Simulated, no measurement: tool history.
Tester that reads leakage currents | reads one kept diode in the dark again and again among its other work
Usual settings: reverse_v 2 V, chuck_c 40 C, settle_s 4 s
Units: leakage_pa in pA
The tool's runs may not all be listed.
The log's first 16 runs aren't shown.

| run | hour | reverse_v | chuck_c | settle_s | hours of work since the probe card was cleaned | hours of work since the tester was calibrated | hours of work since the chuck was calibrated | leakage_pa |
|---|---|---|---|---|---|---|---|---|
| 17 | 390.1 | 7.18 | 40 | 4 | 1257 | 466 | 284 | 650.28 |
| 18 | 410.6 | 7.38 | 59 | 5.62 | 1271 | 480 | 298 | 2431.7 |
| 19 | 424.9 | 2 | 54 | 4 | 1281 | 490 | 308 | 1010.93 |
| 20 | 452.7 | 6.5 | 52 | 7.65 | 1300 | 509 | 327 | 1448.23 |
| 21 | 474.7 | 11.43 | 33 | 1.34 | 1315 | 524 | 342 | 487.1 |
| 22 | 490.9 | 3.23 | 40 | 4 | 1326 | 536 | 353 | 469.74 |
| 23 | 512.1 | 3.23 | 40 | 4 | 1341 | 550 | 368 | 471.86 |
| 24 | 537.8 | 3.23 | 40 | 4 | 1358 | 568 | 385 | 471.59 |
| 25 | 569.5 | 3.23 | 40 | 4 | 1380 | 590 | 407 | 475.89 |
| 26 | 583.5 | 2 | 32 | 0.3 | 1390 | 599 | 417 | 217.63 |
| 27 | 601.5 | 1.45 | 57 | 0.69 | 1402 | 612 | 429 | 1112.25 |
| 28 | 632.6 | 18.54 | 40 | 4.73 | 1423 | 633 | 450 | 1022.71 |
| 29 | 654.6 | 18.54 | 40 | 4.73 | 1439 | 648 | 465 | 1023.98 |
| 30 | 681.7 | 18.54 | 40 | 4.73 | 1457 | 667 | 484 | 1024.27 |
| 31 | 710.3 | 6.66 | 43 | 2.11 | 1477 | 686 | 504 | 819.16 |
| 32 | 744 | 6.66 | 43 | 2.11 | 1500 | 709 | 527 | 826.55 |
| 33 | 769.4 | 1.19 | 43 | 0.49 | 1517 | 727 | 544 | 400.87 |
| 34 | 793 | 7.56 | 35 | 0.4 | 1534 | 743 | 560 | 497.27 |

Forecast each of these 4 alternatives for the next run:
| A | 821.1 | 2 | 40 | 3.95 | 1553 | 762 | 580 | ? |
| B | 821.1 | 2.1 | 40 | 7.07 | 1553 | 762 | 580 | ? |
| C | 821.1 | 2 | 22 | 4.81 | 1553 | 762 | 580 | ? |
| D | 821.1 | 2 | 21 | 4 | 1553 | 762 | 580 | ? |

| run | leakage_pa |
|---|---|
| A | 403.45 |
| B | 413.05 |
| C | 103.53 |
| D | 96.03 |
Without the tool's hidden state the same runs would have given:
| run | leakage_pa |
|---|---|
| A | 349.71 |
| B | 357.88 |
| C | 85.16 |
| D | 78.61 |

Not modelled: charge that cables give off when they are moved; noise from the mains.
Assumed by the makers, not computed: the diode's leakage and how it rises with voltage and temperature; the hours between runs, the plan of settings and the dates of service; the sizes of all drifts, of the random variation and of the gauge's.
